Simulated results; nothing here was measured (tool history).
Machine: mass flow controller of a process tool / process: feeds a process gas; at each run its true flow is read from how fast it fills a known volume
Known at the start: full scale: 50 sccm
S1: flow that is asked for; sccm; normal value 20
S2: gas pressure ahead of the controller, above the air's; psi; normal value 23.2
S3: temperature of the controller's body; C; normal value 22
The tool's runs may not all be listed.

Run 1, hour 0.0: usual settings. Result: true flow (%) 98.47.
Run 2, hour 229.4: usual settings. Result: true flow (%) 98.58.
Run 3, hour 449.1: usual settings. Result: true flow (%) 98.70.
At hour 508.2: controller's zero set anew.
Run 4, hour 658.5: usual settings. Result: true flow (%) 98.77.
Run 5, hour 909.6: usual settings. Result: true flow (%) 98.72.
Run 6, hour 1115.3: usual settings but S1 5 sccm. Result: true flow (%) 97.91.
Run 7, hour 1225.2: usual settings but S1 5 sccm. Result: true flow (%) 98.02.
Run 8, hour 1456.4: usual settings. Result: true flow (%) 98.91.
Run 9, hour 1679.1: usual settings. Result: true flow (%) 98.93.
Run 10, hour 1919.6: usual settings. Result: true flow (%) 99.11.
Run 11, hour 2129.5: usual settings but S3 34 C. Result: true flow (%) 98.63.
Run 12, hour 2381.5: usual settings but S3 34 C. Result: true flow (%) 98.71.
Run 13, hour 2545.0: usual settings but S1 6 sccm. Result: true flow (%) 98.48.
Run 14, hour 2775.2: usual settings but S1 6 sccm. Result: true flow (%) 98.58.
Run 15, hour 3019.9: usual settings but S1 6 sccm. Result: true flow (%) 98.73.
Run 16, hour 3258.8: usual settings but S1 6 sccm. Result: true flow (%) 98.73.
Run 17, hour 3474.1: usual settings but S1 6 sccm. Result: true flow (%) 98.94.
Run 18, hour 3667.9: usual settings but S1 6 sccm. Result: true flow (%) 98.83.
Run 19, hour 3824.7: usual settings but S1 19 sccm, S2 25.5 psi, S3 25 C. Result: true flow (%) 99.54.
Run 20, hour 4044.8: usual settings but S1 24 sccm, S2 31.5 psi. Result: true flow (%) 100.09.
Run 21, hour 4201.2: usual settings but S1 24 sccm, S2 31.5 psi, S3 24 C. Result: true flow (%) 100.02.

Run 22 has not been measured yet. What should we expect?
Run 22, hour 4435.7: usual settings but S1 10 sccm, S2 27.6 psi, S3 24 C. Result: true flow (%) ?.

{"run 22": {"true flow (%)": 99.29}}
Take away the tool's hidden state, keep the run-to-run variation as it was, and the same run would have given true flow (%) 97.90.

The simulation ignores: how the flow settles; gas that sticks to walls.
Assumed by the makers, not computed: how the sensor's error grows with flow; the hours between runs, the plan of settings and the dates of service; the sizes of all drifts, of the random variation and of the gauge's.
